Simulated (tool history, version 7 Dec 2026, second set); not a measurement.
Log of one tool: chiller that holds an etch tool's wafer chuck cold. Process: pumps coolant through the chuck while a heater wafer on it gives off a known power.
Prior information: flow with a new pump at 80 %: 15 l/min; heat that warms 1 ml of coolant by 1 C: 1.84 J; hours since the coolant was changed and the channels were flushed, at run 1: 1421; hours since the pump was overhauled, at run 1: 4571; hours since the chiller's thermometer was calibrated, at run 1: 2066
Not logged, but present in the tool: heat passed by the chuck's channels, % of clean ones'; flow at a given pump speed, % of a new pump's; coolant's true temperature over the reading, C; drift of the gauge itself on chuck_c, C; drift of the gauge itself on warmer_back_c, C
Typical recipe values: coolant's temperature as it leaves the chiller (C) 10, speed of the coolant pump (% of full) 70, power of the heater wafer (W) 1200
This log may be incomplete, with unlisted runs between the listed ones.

| run | day | coolant's temperature as it leaves the chiller (C) | speed of the coolant pump (% of full) | power of the heater wafer (W) | hours since the coolant was changed and the channels were flushed | hours since the pump was overhauled | hours since the chiller's thermometer was calibrated | chuck's temperature once it has settled (C) | how much warmer the coolant comes back (C) |
|---|---|---|---|---|---|---|---|---|---|
| 1 | 0 | 10 | 70 | 1200 | 1421 | 4571 | 2066 | 21.5 | 3.05 |
| 2 | 5.767 | 10 | 70 | 1200 | 1559 | 4710 | 2204 | 21.5 | 3.04 |
| 3 | 10.317 | 10 | 70 | 1200 | 1668 | 4819 | 2314 | 21.5 | 3.03 |
| 4 | 14.171 | 10 | 70 | 1200 | 1761 | 4911 | 2406 | 21.3 | 3.01 |
| 5 | 19.021 | 10 | 70 | 1200 | 1877 | 5028 | 2523 | 21.5 | 3.04 |
| 6 | 21.538 | 10 | 70 | 1200 | 1938 | 5088 | 2583 | 21.3 | 2.99 |
|  | 23.65 | chiller's thermometer calibrated |
| 7 | 26.038 | 10 | 70 | 1200 | 2045 | 5195 | 57 | 21.4 | 3.08 |
| 8 | 29.308 | 10 | 70 | 1200 | 2123 | 5274 | 136 | 21.4 | 2.99 |
| 9 | 32.433 | 10 | 70 | 1200 | 2198 | 5349 | 211 | 21.5 | 3 |
| 10 | 37.375 | 10 | 70 | 1200 | 2317 | 5467 | 329 | 21.4 | 3.05 |
| 11 | 39.883 | 5 | 70 | 619 | 2377 | 5528 | 390 | 11 | 1.55 |
| 12 | 43.038 | 5 | 70 | 619 | 2453 | 5603 | 465 | 10.8 | 1.58 |
| 13 | 48.438 | 5 | 70 | 619 | 2582 | 5733 | 595 | 10.7 | 1.57 |
| 14 | 54.242 | 5 | 70 | 619 | 2721 | 5872 | 734 | 10.9 | 1.53 |
| 15 | 58.671 | 5 | 70 | 619 | 2828 | 5978 | 840 | 10.8 | 1.55 |
| 16 | 61.083 | 5 | 70 | 619 | 2886 | 6036 | 898 | 11.1 | 1.57 |
| 17 | 64.862 | 19 | 81 | 1758 | 2976 | 6127 | 989 | 34.1 | 3.73 |
| 18 | 67.462 | 17 | 84 | 1105 | 3039 | 6189 | 1052 | 26.4 | 2.3 |
| 19 | 72.067 | 19 | 94 | 1105 | 3149 | 6300 | 1162 | 27.7 | 2.02 |
| 20 | 76.429 | 19 | 94 | 1105 | 3254 | 6405 | 1267 | 27.6 | 1.98 |

Each row is a separate what-if for the run after 20, all from the same tool condition, not one after another. Results?
| A | 80.071 | 2 | 70 | 1200 | 3341 | 6492 | 1354 | ? | ? |
| B | 80.071 | 19 | 75 | 615 | 3341 | 6492 | 1354 | ? | ? |
| C | 80.071 | 16 | 63 | 1569 | 3341 | 6492 | 1354 | ? | ? |
| D | 80.071 | 6 | 61 | 1182 | 3341 | 6492 | 1354 | ? | ? |

| run | chuck's temperature once it has settled (C) | how much warmer the coolant comes back (C) |
|---|---|---|
| A | 13.6 | 3.11 |
| B | 24.4 | 1.43 |
| C | 32.3 | 4.45 |
| D | 18.7 | 3.43 |
With no hidden state in the tool, these same runs would have given:
| run | chuck's temperature once it has settled (C) | how much warmer the coolant comes back (C) |
|---|---|---|
| A | 13.6 | 3.1 |
| B | 24.4 | 1.43 |
| C | 32.3 | 4.45 |
| D | 18.7 | 3.43 |
